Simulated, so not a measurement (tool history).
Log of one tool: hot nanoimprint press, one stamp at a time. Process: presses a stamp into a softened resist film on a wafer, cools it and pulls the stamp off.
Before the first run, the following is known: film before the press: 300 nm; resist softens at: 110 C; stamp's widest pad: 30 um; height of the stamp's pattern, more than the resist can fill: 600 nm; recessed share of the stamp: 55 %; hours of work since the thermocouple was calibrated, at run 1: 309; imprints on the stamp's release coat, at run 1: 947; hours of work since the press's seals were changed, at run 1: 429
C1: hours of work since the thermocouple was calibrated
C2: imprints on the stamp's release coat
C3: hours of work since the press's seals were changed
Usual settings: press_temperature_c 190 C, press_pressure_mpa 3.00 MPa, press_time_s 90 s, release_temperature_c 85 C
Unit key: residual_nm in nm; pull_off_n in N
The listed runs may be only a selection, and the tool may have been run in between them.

run 1 hour=0.0 | press_temperature_c=190 press_pressure_mpa=3.00 press_time_s=90 release_temperature_c=85 | C1=309 C2=947 C3=429 | residual_nm=109.6 pull_off_n=170
run 2 hour=17.8 | press_temperature_c=190 press_pressure_mpa=3.00 press_time_s=90 release_temperature_c=81 | C1=319 C2=1007 C3=439 | residual_nm=109.1 pull_off_n=184
run 3 hour=33.2 | press_temperature_c=190 press_pressure_mpa=3.00 press_time_s=90 release_temperature_c=91 | C1=327 C2=1059 C3=447 | residual_nm=109.8 pull_off_n=155
run 4 hour=56.6 | press_temperature_c=190 press_pressure_mpa=3.00 press_time_s=90 release_temperature_c=91 | C1=339 C2=1139 C3=460 | residual_nm=108.7 pull_off_n=153
run 5 hour=84.9 | press_temperature_c=190 press_pressure_mpa=3.00 press_time_s=90 release_temperature_c=91 | C1=354 C2=1235 C3=475 | residual_nm=108.6 pull_off_n=158
run 6 hour=107.9 | press_temperature_c=190 press_pressure_mpa=3.00 press_time_s=90 release_temperature_c=78 | C1=366 C2=1313 C3=487 | residual_nm=109.7 pull_off_n=191
run 7 hour=123.3 | press_temperature_c=187 press_pressure_mpa=3.00 press_time_s=90 release_temperature_c=85 | C1=375 C2=1365 C3=495 | residual_nm=118.4 pull_off_n=166
run 8 hour=136.8 | press_temperature_c=187 press_pressure_mpa=3.00 press_time_s=90 release_temperature_c=85 | C1=382 C2=1411 C3=502 | residual_nm=118.9 pull_off_n=171
run 9 hour=151.6 | press_temperature_c=190 press_pressure_mpa=3.00 press_time_s=46 release_temperature_c=85 | C1=390 C2=1461 C3=510 | residual_nm=137.8 pull_off_n=169
run 10 hour=172.4 | press_temperature_c=201 press_pressure_mpa=3.00 press_time_s=46 release_temperature_c=85 | C1=401 C2=1532 C3=521 | residual_nm=102.8 pull_off_n=168
run 11 hour=190.6 | press_temperature_c=201 press_pressure_mpa=3.00 press_time_s=46 release_temperature_c=85 | C1=410 C2=1593 C3=531 | residual_nm=103.4 pull_off_n=174
run 12 hour=218.0 | press_temperature_c=190 press_pressure_mpa=3.00 press_time_s=90 release_temperature_c=85 | C1=425 C2=1686 C3=545 | residual_nm=108.5 pull_off_n=170
-- hour=240.3 stamp cleaned and given a new release coat
run 13 hour=244.4 | press_temperature_c=190 press_pressure_mpa=3.00 press_time_s=50 release_temperature_c=85 | C1=436 C2=14 C3=556 | residual_nm=134.0 pull_off_n=169
run 14 hour=262.8 | press_temperature_c=190 press_pressure_mpa=3.00 press_time_s=50 release_temperature_c=85 | C1=446 C2=76 C3=566 | residual_nm=134.0 pull_off_n=166
run 15 hour=289.1 | press_temperature_c=190 press_pressure_mpa=3.00 press_time_s=50 release_temperature_c=85 | C1=460 C2=165 C3=580 | residual_nm=135.1 pull_off_n=165
run 16 hour=316.1 | press_temperature_c=200 press_pressure_mpa=3.00 press_time_s=68 release_temperature_c=85 | C1=474 C2=257 C3=594 | residual_nm=90.9 pull_off_n=167
run 17 hour=332.3 | press_temperature_c=200 press_pressure_mpa=3.00 press_time_s=68 release_temperature_c=85 | C1=483 C2=312 C3=603 | residual_nm=89.1 pull_off_n=168
-- hour=350.9 plate thermocouple calibrated
run 18 hour=364.6 | press_temperature_c=200 press_pressure_mpa=4.18 press_time_s=68 release_temperature_c=90 | C1=7 C2=411 C3=619 | residual_nm=75.3 pull_off_n=148
run 19 hour=380.8 | press_temperature_c=183 press_pressure_mpa=4.18 press_time_s=68 release_temperature_c=90 | C1=16 C2=466 C3=627 | residual_nm=124.0 pull_off_n=161
run 20 hour=407.7 | press_temperature_c=183 press_pressure_mpa=4.18 press_time_s=68 release_temperature_c=90 | C1=30 C2=558 C3=642 | residual_nm=123.8 pull_off_n=153
run 21 hour=436.7 | press_temperature_c=183 press_pressure_mpa=4.18 press_time_s=68 release_temperature_c=90 | C1=46 C2=656 C3=657 | residual_nm=124.7 pull_off_n=154
run 22 hour=461.0 | press_temperature_c=199 press_pressure_mpa=1.83 press_time_s=90 release_temperature_c=85 | C1=59 C2=738 C3=670 | residual_nm=107.6 pull_off_n=168
run 23 hour=475.7 | press_temperature_c=190 press_pressure_mpa=3.00 press_time_s=118 release_temperature_c=85 | C1=66 C2=788 C3=678 | residual_nm=96.9 pull_off_n=170
run 24 hour=495.1 | press_temperature_c=192 press_pressure_mpa=4.80 press_time_s=118 release_temperature_c=85 | C1=77 C2=854 C3=688 | residual_nm=70.2 pull_off_n=173
run 25 hour=507.5 | press_temperature_c=192 press_pressure_mpa=4.80 press_time_s=118 release_temperature_c=85 | C1=83 C2=896 C3=695 | residual_nm=70.7 pull_off_n=167
run 26 hour=531.0 | press_temperature_c=192 press_pressure_mpa=4.80 press_time_s=118 release_temperature_c=85 | C1=96 C2=976 C3=707 | residual_nm=69.8 pull_off_n=169
run 27 hour=550.2 | press_temperature_c=192 press_pressure_mpa=2.03 press_time_s=153 release_temperature_c=85 | C1=106 C2=1041 C3=717 | residual_nm=100.2 pull_off_n=169
run 28 hour=568.0 | press_temperature_c=194 press_pressure_mpa=2.74 press_time_s=123 release_temperature_c=85 | C1=115 C2=1101 C3=727 | residual_nm=87.4 pull_off_n=169
run 29 hour=591.5 | press_temperature_c=190 press_pressure_mpa=3.00 press_time_s=149 release_temperature_c=89 | C1=128 C2=1181 C3=739 | residual_nm=88.0 pull_off_n=151

3 options for the next run, each taken on its own from the tool as it stands now. Forecast them:
run A hour=605.3 | press_temperature_c=190 press_pressure_mpa=3.17 press_time_s=153 release_temperature_c=85 | C1=135 C2=1228 C3=747 | residual_nm=? pull_off_n=?
run B hour=605.3 | press_temperature_c=199 press_pressure_mpa=3.00 press_time_s=90 release_temperature_c=85 | C1=135 C2=1228 C3=747 | residual_nm=? pull_off_n=?
run C hour=605.3 | press_temperature_c=190 press_pressure_mpa=1.86 press_time_s=69 release_temperature_c=85 | C1=135 C2=1228 C3=747 | residual_nm=? pull_off_n=?

run=A residual_nm=84.0 pull_off_n=175
run=B residual_nm=82.4 pull_off_n=181
run=C residual_nm=149.5 pull_off_n=175
Take away the tool's hidden state, keep each run's random variation, and the runs would have read:
run=A residual_nm=86.2 pull_off_n=173
run=B residual_nm=84.6 pull_off_n=179
run=C residual_nm=153.6 pull_off_n=174
